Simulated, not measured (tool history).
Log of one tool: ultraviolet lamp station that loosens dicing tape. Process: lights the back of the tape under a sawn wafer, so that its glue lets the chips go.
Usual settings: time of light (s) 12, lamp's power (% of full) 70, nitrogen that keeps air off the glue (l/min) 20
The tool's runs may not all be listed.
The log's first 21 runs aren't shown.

| run | hour | time of light (s) | lamp's power (% of full) | nitrogen that keeps air off the glue (l/min) | force that peels the tape off (N) | light that reached the tape (J/m2) |
|---|---|---|---|---|---|---|
| 22 | 788.1 | 10 | 70 | 20 | 1.734 | 2130 |
| 23 | 839.5 | 10 | 70 | 11 | 2.168 | 2150 |
|  | 858 | window cleaned of glue's vapour |
| 24 | 881.9 | 12 | 73 | 27 | 1.024 | 2590 |
| 25 | 912.8 | 12 | 73 | 27 | 1.019 | 2630 |
| 26 | 943 | 13 | 61 | 27 | 1.198 | 2450 |
| 27 | 970.2 | 12 | 97 | 20 | 0.638 | 3480 |
| 28 | 1019.6 | 7 | 70 | 19 | 2.775 | 1490 |
| 29 | 1066.1 | 7 | 70 | 19 | 2.837 | 1470 |
| 30 | 1103.2 | 7 | 70 | 19 | 2.856 | 1450 |
| 31 | 1150.2 | 22 | 66 | 18 | 0.41 | 4360 |
| 32 | 1197.6 | 22 | 66 | 18 | 0.422 | 4370 |
| 33 | 1255.4 | 22 | 96 | 30 | 0.153 | 6400 |
| 34 | 1297.8 | 21 | 70 | 23 | 0.352 | 4460 |
| 35 | 1349.5 | 21 | 70 | 23 | 0.342 | 4450 |
| 36 | 1379.2 | 12 | 64 | 6 | 2.627 | 2330 |
| 37 | 1423.5 | 12 | 64 | 6 | 2.601 | 2260 |
| 38 | 1476.2 | 12 | 89 | 11 | 1.14 | 3230 |
| 39 | 1525.1 | 12 | 89 | 11 | 1.141 | 3260 |
| 40 | 1572.6 | 12 | 89 | 6 | 1.593 | 3220 |
| 41 | 1609.9 | 22 | 73 | 33 | 0.24 | 4850 |
| 42 | 1648.4 | 10 | 63 | 20 | 2.021 | 1910 |
| 43 | 1695.7 | 15 | 65 | 9 | 1.498 | 2940 |
| 44 | 1719.8 | 16 | 62 | 9 | 1.484 | 3000 |

3 ways to go on from here, each from the tool as it stands after run 44. What would each give?
| A | 1750.7 | 6 | 70 | 20 | ? | ? |
| B | 1750.7 | 7 | 62 | 9 | ? | ? |
| C | 1750.7 | 13 | 70 | 20 | ? | ? |

| run | force that peels the tape off (N) | light that reached the tape (J/m2) |
|---|---|---|
| A | 3.185 | 1260 |
| B | 3.901 | 1290 |
| C | 1.131 | 2770 |
Without the tool's hidden state the same runs would have given:
| run | force that peels the tape off (N) | light that reached the tape (J/m2) |
|---|---|---|
| A | 3.176 | 1260 |
| B | 3.892 | 1300 |
| C | 1.124 | 2780 |
